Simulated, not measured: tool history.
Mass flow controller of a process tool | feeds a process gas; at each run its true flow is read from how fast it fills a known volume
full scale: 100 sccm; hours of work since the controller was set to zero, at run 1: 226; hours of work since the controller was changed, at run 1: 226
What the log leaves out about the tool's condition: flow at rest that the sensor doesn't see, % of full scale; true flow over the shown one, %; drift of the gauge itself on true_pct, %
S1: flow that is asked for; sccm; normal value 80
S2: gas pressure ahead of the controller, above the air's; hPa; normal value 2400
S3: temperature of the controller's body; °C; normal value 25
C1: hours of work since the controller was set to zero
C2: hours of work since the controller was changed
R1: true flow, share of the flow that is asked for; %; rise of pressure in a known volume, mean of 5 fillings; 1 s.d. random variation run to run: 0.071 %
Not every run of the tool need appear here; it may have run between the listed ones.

run 1 hour=0.0 | S1=80 S2=2400 S3=25 | C1=226 C2=226 | R1=99.75
run 2 hour=378.0 | S1=25 S2=2400 S3=25 | C1=439 C2=439 | R1=98.68
run 3 hour=853.2 | S1=25 S2=1890 S3=25 | C1=706 C2=706 | R1=98.42
run 4 hour=1218.1 | S1=80 S2=2400 S3=38 | C1=912 C2=912 | R1=99.19
run 5 hour=1558.1 | S1=80 S2=2400 S3=38 | C1=1103 C2=1103 | R1=99.21
run 6 hour=1967.1 | S1=11 S2=2400 S3=25 | C1=1333 C2=1333 | R1=98.35
run 7 hour=2380.8 | S1=11 S2=2400 S3=25 | C1=1566 C2=1566 | R1=98.41
run 8 hour=2764.2 | S1=80 S2=2400 S3=37 | C1=1782 C2=1782 | R1=99.15
run 9 hour=3059.2 | S1=80 S2=2400 S3=25 | C1=1948 C2=1948 | R1=99.74
run 10 hour=3290.0 | S1=80 S2=2400 S3=25 | C1=2078 C2=2078 | R1=99.96
run 11 hour=3623.7 | S1=80 S2=2400 S3=25 | C1=2265 C2=2265 | R1=99.87
run 12 hour=3858.2 | S1=80 S2=2400 S3=25 | C1=2397 C2=2397 | R1=99.91
run 13 hour=4330.8 | S1=80 S2=2400 S3=25 | C1=2663 C2=2663 | R1=99.79
run 14 hour=4848.5 | S1=80 S2=2400 S3=25 | C1=2955 C2=2955 | R1=99.82
run 15 hour=5104.2 | S1=80 S2=2400 S3=25 | C1=3098 C2=3098 | R1=99.88
run 16 hour=5533.4 | S1=80 S2=2400 S3=25 | C1=3340 C2=3340 | R1=99.76
run 17 hour=5841.0 | S1=80 S2=2400 S3=36 | C1=3513 C2=3513 | R1=99.19
run 18 hour=6265.2 | S1=80 S2=2400 S3=25 | C1=3752 C2=3752 | R1=99.89
run 19 hour=6726.9 | S1=80 S2=2400 S3=25 | C1=4011 C2=4011 | R1=99.85
run 20 hour=7172.6 | S1=80 S2=2400 S3=25 | C1=4262 C2=4262 | R1=99.88
run 21 hour=7463.8 | S1=80 S2=2400 S3=25 | C1=4426 C2=4426 | R1=99.67
run 22 hour=7731.0 | S1=80 S2=2400 S3=25 | C1=4576 C2=4576 | R1=99.79
run 23 hour=8219.5 | S1=80 S2=2400 S3=25 | C1=4851 C2=4851 | R1=99.95
run 24 hour=8569.5 | S1=40 S2=2400 S3=25 | C1=5048 C2=5048 | R1=98.95
run 25 hour=9012.5 | S1=71 S2=2760 S3=27 | C1=5297 C2=5297 | R1=99.78
run 26 hour=9489.0 | S1=71 S2=2760 S3=27 | C1=5566 C2=5566 | R1=99.71
run 27 hour=9808.4 | S1=71 S2=2760 S3=27 | C1=5745 C2=5745 | R1=99.79
-- hour=10295.8 controller's zero set anew
run 28 hour=10312.1 | S1=13 S2=2760 S3=25 | C1=9 C2=6028 | R1=98.61
run 29 hour=10633.2 | S1=13 S2=1550 S3=30 | C1=190 C2=6209 | R1=97.75
run 30 hour=11067.9 | S1=80 S2=2400 S3=26 | C1=434 C2=6454 | R1=99.71
run 31 hour=11502.7 | S1=13 S2=2690 S3=23 | C1=679 C2=6698 | R1=98.73
run 32 hour=11930.8 | S1=24 S2=1800 S3=28 | C1=920 C2=6939 | R1=98.29
run 33 hour=12205.5 | S1=12 S2=2350 S3=24 | C1=1075 C2=7094 | R1=98.53
run 34 hour=12501.8 | S1=26 S2=2190 S3=39 | C1=1241 C2=7261 | R1=97.98
run 35 hour=12878.8 | S1=44 S2=1450 S3=21 | C1=1453 C2=7473 | R1=98.83
run 36 hour=13108.9 | S1=44 S2=2720 S3=21 | C1=1583 C2=7602 | R1=99.51
run 37 hour=13346.3 | S1=44 S2=2720 S3=21 | C1=1716 C2=7736 | R1=99.50
run 38 hour=13683.4 | S1=44 S2=2720 S3=21 | C1=1906 C2=7925 | R1=99.49
run 39 hour=14082.2 | S1=47 S2=1610 S3=25 | C1=2130 C2=8150 | R1=98.84
run 40 hour=14453.4 | S1=80 S2=2720 S3=23 | C1=2339 C2=8359 | R1=100.16
run 41 hour=14755.2 | S1=45 S2=2170 S3=26 | C1=2509 C2=8528 | R1=98.91
run 42 hour=15255.3 | S1=72 S2=1770 S3=25 | C1=2791 C2=8810 | R1=99.41
run 43 hour=15488.9 | S1=72 S2=1770 S3=25 | C1=2922 C2=8941 | R1=99.26
run 44 hour=15737.8 | S1=13 S2=2360 S3=21 | C1=3062 C2=9081 | R1=98.67
run 45 hour=15950.6 | S1=12 S2=2170 S3=25 | C1=3182 C2=9201 | R1=98.38
run 46 hour=16303.2 | S1=64 S2=2120 S3=25 | C1=3380 C2=9399 | R1=99.36
run 47 hour=16514.5 | S1=64 S2=2120 S3=25 | C1=3499 C2=9518 | R1=99.35

Consider 4 possible next runs. They are alternatives, not a sequence: every one starts from the tool as it was left by run 47. What does each give?
-- hour=16623.5 controller exchanged for a calibrated one
run A hour=16886.7 | S1=80 S2=1660 S3=25 | C1=148 C2=148 | R1=?
-- hour=16623.5 controller exchanged for a calibrated one
run B hour=16886.7 | S1=60 S2=2120 S3=25 | C1=148 C2=148 | R1=?
-- hour=16623.5 controller exchanged for a calibrated one
run C hour=16886.7 | S1=64 S2=1440 S3=23 | C1=148 C2=148 | R1=?
-- hour=16623.5 controller exchanged for a calibrated one
run D hour=16886.7 | S1=80 S2=1530 S3=25 | C1=148 C2=148 | R1=?

run=A R1=99.51
run=B R1=99.27
run=C R1=99.00
run=D R1=99.21
Take away the tool's hidden state, keep each run's random variation, and the runs would have read:
run=A R1=99.51
run=B R1=99.27
run=C R1=99.00
run=D R1=99.21

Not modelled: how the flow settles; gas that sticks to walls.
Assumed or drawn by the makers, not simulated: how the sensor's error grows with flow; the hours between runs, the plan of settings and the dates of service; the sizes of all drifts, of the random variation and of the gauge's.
